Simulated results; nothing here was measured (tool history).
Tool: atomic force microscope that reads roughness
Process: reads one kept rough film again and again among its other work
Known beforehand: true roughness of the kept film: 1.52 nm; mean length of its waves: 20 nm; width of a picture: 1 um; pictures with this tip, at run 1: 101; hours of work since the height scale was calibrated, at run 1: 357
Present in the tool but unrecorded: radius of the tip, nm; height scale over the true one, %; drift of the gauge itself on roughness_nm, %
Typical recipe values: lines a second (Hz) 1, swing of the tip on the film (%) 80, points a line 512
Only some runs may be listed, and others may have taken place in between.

| run | hour | lines a second (Hz) | swing of the tip on the film (%) | points a line | pictures with this tip | hours of work since the height scale was calibrated | roughness of the kept film (nm (root mean square)) |
|---|---|---|---|---|---|---|---|
| 1 | 0 | 1 | 80 | 512 | 101 | 357 | 1.3 |
| 2 | 10.3 | 1 | 80 | 925 | 127 | 365 | 1.291 |
| 3 | 17.6 | 1 | 80 | 957 | 146 | 371 | 1.289 |
| 4 | 22.5 | 1 | 80 | 957 | 159 | 375 | 1.282 |
| 5 | 27.8 | 1 | 80 | 957 | 172 | 379 | 1.278 |
| 6 | 37.2 | 1 | 80 | 957 | 196 | 386 | 1.289 |
| 7 | 47.4 | 1 | 80 | 957 | 222 | 394 | 1.273 |
| 8 | 53.8 | 1 | 80 | 842 | 239 | 399 | 1.268 |
| 9 | 65.3 | 1 | 80 | 842 | 268 | 408 | 1.264 |
| 10 | 73 | 1 | 80 | 842 | 288 | 414 | 1.26 |
| 11 | 79.6 | 1 | 80 | 512 | 305 | 419 | 1.235 |
| 12 | 89 | 1 | 80 | 512 | 329 | 426 | 1.239 |
| 13 | 99.6 | 1 | 80 | 512 | 356 | 434 | 1.22 |
| 14 | 109.1 | 1.61 | 79 | 690 | 380 | 442 | 1.21 |
|  | 114.4 | new tip fitted |
| 15 | 117.4 | 1 | 86 | 596 | 7 | 448 | 1.301 |
| 16 | 125.7 | 1 | 86 | 596 | 28 | 454 | 1.311 |
| 17 | 136.9 | 1 | 86 | 596 | 57 | 463 | 1.283 |
| 18 | 147.9 | 3.58 | 63 | 786 | 85 | 471 | 1.281 |
| 19 | 154 | 0.69 | 55 | 355 | 101 | 476 | 1.345 |
| 20 | 165 | 0.69 | 55 | 355 | 129 | 485 | 1.325 |
| 21 | 170.4 | 1.28 | 60 | 512 | 143 | 489 | 1.324 |
| 22 | 175.6 | 0.5 | 80 | 332 | 156 | 493 | 1.306 |
| 23 | 186.7 | 0.5 | 80 | 332 | 185 | 502 | 1.282 |
| 24 | 195.3 | 2.75 | 80 | 556 | 206 | 508 | 1.178 |
| 25 | 202.5 | 2.75 | 80 | 556 | 225 | 514 | 1.171 |
| 26 | 209.4 | 0.98 | 80 | 366 | 242 | 519 | 1.252 |

Here are 4 independent what-if runs from the current tool condition. What would each one return?
| A | 215.7 | 0.57 | 87 | 366 | 259 | 524 | ? |
| B | 215.7 | 1 | 80 | 274 | 259 | 524 | ? |
| C | 215.7 | 1 | 80 | 288 | 259 | 524 | ? |
| D | 215.7 | 0.98 | 80 | 738 | 259 | 524 | ? |

| run | roughness of the kept film (nm (root mean square)) |
|---|---|
| A | 1.245 |
| B | 1.221 |
| C | 1.226 |
| D | 1.265 |
Stripped of hidden state, with their random variation kept, the same runs would have yielded:
| run | roughness of the kept film (nm (root mean square)) |
|---|---|
| A | 1.327 |
| B | 1.3 |
| C | 1.306 |
| D | 1.347 |
